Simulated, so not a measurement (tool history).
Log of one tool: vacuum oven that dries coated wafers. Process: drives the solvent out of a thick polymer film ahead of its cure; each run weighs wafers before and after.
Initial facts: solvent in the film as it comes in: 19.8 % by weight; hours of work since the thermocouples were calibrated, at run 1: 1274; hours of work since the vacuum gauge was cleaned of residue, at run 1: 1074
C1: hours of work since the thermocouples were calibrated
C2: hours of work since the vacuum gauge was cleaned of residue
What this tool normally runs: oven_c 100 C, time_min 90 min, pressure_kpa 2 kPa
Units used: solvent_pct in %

Run 1, hour 0: usual settings; C1 1274; C2 1074. Result: solvent_pct 1.61 %.
Run 2, hour 51.9: usual settings; C1 1309; C2 1110. Result: solvent_pct 1.62 %.
Run 3, hour 97.5: usual settings but oven_c 93 C; C1 1340; C2 1140. Result: solvent_pct 3.21 %.
Run 4, hour 167.4: usual settings but time_min 80 min; C1 1387; C2 1188. Result: solvent_pct 1.84 %.
Run 5, hour 235.5: usual settings but time_min 80 min; C1 1433; C2 1234. Result: solvent_pct 1.76 %.
Run 6, hour 284: usual settings but oven_c 87 C; C1 1466; C2 1266. Result: solvent_pct 5.35 %.
Run 7, hour 326.7: usual settings; C1 1495; C2 1295. Result: solvent_pct 1.54 %.
Run 8, hour 364.9: usual settings but time_min 118 min; C1 1521; C2 1321. Result: solvent_pct 1.17 %.
Run 9, hour 417.4: usual settings but time_min 118 min; C1 1556; C2 1356. Result: solvent_pct 1.14 %.
Run 10, hour 454.6: usual settings but time_min 118 min; C1 1581; C2 1381. Result: solvent_pct 1.14 %.
At hour 508.6: oven's thermocouples calibrated.
Run 11, hour 522.1: usual settings but time_min 118 min; C1 9; C2 1426. Result: solvent_pct 1.36 %.
Run 12, hour 595.6: usual settings but oven_c 92 C, time_min 129 min; C1 59; C2 1475. Result: solvent_pct 2.6 %.
Run 13, hour 660: usual settings but oven_c 87 C, time_min 63 min; C1 102; C2 1519. Result: solvent_pct 8 %.
Run 14, hour 728.2: usual settings but oven_c 101 C, time_min 141 min, pressure_kpa 6.35 kPa; C1 148; C2 1565. Result: solvent_pct 3 %.
Run 15, hour 770.9: usual settings but oven_c 101 C, time_min 141 min, pressure_kpa 6.35 kPa; C1 177; C2 1594. Result: solvent_pct 2.98 %.
Run 16, hour 819.8: usual settings but oven_c 101 C, time_min 141 min, pressure_kpa 6.35 kPa; C1 210; C2 1627. Result: solvent_pct 3.05 %.
Run 17, hour 892.9: usual settings but oven_c 98 C, time_min 135 min, pressure_kpa 1.78 kPa; C1 260; C2 1676. Result: solvent_pct 1.25 %.
Run 18, hour 938.4: usual settings but oven_c 98 C, time_min 135 min, pressure_kpa 1.78 kPa; C1 290; C2 1707. Result: solvent_pct 1.25 %.
Run 19, hour 971: usual settings but oven_c 98 C, time_min 135 min, pressure_kpa 1.78 kPa; C1 312; C2 1729. Result: solvent_pct 1.3 %.
Run 20, hour 1032.7: usual settings but oven_c 98 C, time_min 135 min, pressure_kpa 1.78 kPa; C1 354; C2 1771. Result: solvent_pct 1.3 %.

Branching from run 20: 4 alternative next runs. What would each branch give?
Run A, hour 1087.5: usual settings but oven_c 98 C, pressure_kpa 2.47 kPa; C1 391; C2 1808. Result: solvent_pct ?.
Run B, hour 1087.5: usual settings but oven_c 98 C, time_min 135 min, pressure_kpa 1.85 kPa; C1 391; C2 1808. Result: solvent_pct ?.
Run C, hour 1087.5: usual settings but oven_c 99 C, time_min 135 min, pressure_kpa 1.78 kPa; C1 391; C2 1808. Result: solvent_pct ?.
Run D, hour 1087.5: usual settings; C1 391; C2 1808. Result: solvent_pct ?.

run  solvent_pct
  A         2.33
  B          1.3
  C          1.1
  D         1.78
Had the tool no hidden state, the same runs would have come out as:
run  solvent_pct
  A         2.49
  B         1.32
  C         1.11
  D         1.89
